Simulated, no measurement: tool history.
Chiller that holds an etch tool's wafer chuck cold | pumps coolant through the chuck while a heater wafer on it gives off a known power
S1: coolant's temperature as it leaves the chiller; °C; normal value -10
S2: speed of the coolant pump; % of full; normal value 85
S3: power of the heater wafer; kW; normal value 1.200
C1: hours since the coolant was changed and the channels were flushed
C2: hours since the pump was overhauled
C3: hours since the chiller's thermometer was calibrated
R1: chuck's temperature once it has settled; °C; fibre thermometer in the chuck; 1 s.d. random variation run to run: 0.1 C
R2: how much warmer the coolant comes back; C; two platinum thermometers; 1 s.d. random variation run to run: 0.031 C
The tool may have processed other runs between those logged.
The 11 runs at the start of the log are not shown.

| run | hour | S1 | S2 | S3 | C1 | C2 | C3 | R1 | R2 |
|---|---|---|---|---|---|---|---|---|---|
| 12 | 1309.7 | -10 | 85 | 1.364 | 2630 | 324 | 1366 | 2.5 | 3.08 |
| 13 | 1384.8 | -10 | 85 | 1.200 | 2705 | 399 | 1442 | 1.1 | 2.69 |
|  | 1455.1 | coolant pump overhauled, once more |
| 14 | 1500.9 | -10 | 85 | 1.200 | 2817 | 46 | 1553 | 0.4 | 2.54 |
| 15 | 1616.1 | -7 | 85 | 1.200 | 2932 | 161 | 1668 | 3.7 | 2.59 |
| 16 | 1691.8 | -7 | 85 | 1.200 | 3007 | 237 | 1744 | 3.8 | 2.54 |
| 17 | 1846.1 | 0 | 95 | 1.065 | 3162 | 391 | 1898 | 8.8 | 2.01 |
| 18 | 1947.1 | 0 | 95 | 1.065 | 3263 | 492 | 1999 | 8.7 | 1.98 |
| 19 | 2083.4 | -11 | 85 | 1.177 | 3399 | 628 | 2135 | -0.4 | 2.49 |
| 20 | 2164.5 | -11 | 85 | 1.177 | 3480 | 709 | 2216 | -0.3 | 2.45 |
| 21 | 2278.9 | -11 | 85 | 1.177 | 3595 | 824 | 2331 | -0.3 | 2.53 |
| 22 | 2379.6 | -13 | 85 | 0.935 | 3695 | 925 | 2431 | -4.5 | 1.92 |
| 23 | 2499.9 | -13 | 85 | 1.272 | 3816 | 1045 | 2552 | -1.2 | 2.69 |
| 24 | 2646.0 | -13 | 85 | 1.272 | 3962 | 1191 | 2698 | -1.2 | 2.74 |
| 25 | 2713.2 | -16 | 65 | 1.279 | 4029 | 1258 | 2765 | -1.2 | 3.73 |
| 26 | 2796.8 | -16 | 65 | 1.305 | 4112 | 1342 | 2849 | -0.6 | 3.77 |
| 27 | 2946.9 | -10 | 96 | 1.197 | 4263 | 1492 | 2999 | 0.2 | 2.21 |
|  | 3093.2 | chiller's thermometer calibrated |
| 28 | 3093.2 | -6 | 80 | 1.299 | 4408 | 1637 | 0 | 6.8 | 2.98 |
| 29 | 3176.7 | -11 | 75 | 1.250 | 4491 | 1721 | 83 | 2.0 | 3.06 |
| 30 | 3279.6 | -11 | 75 | 1.250 | 4594 | 1824 | 186 | 2.2 | 3.11 |
| 31 | 3381.1 | -3 | 79 | 0.741 | 4696 | 1925 | 288 | 4.3 | 1.72 |

Predict each of these 4 candidate next runs independently; none follows another, all start after run 31:
| A | 3476.2 | -3 | 68 | 0.909 | 4791 | 2020 | 383 | ? | ? |
| B | 3476.2 | -3 | 79 | 1.270 | 4791 | 2020 | 383 | ? | ? |
| C | 3476.2 | -10 | 76 | 0.741 | 4791 | 2020 | 383 | ? | ? |
| D | 3476.2 | -10 | 85 | 1.047 | 4791 | 2020 | 383 | ? | ? |

| run | R1 | R2 |
|---|---|---|
| A | 7.2 | 2.57 |
| B | 9.8 | 2.96 |
| C | -2.4 | 1.81 |
| D | -0.1 | 2.25 |
What these runs would have given with no unlogged condition in the tool:
| run | R1 | R2 |
|---|---|---|
| A | 5.5 | 2.47 |
| B | 7.7 | 2.85 |
| C | -3.7 | 1.74 |
| D | -1.7 | 2.17 |
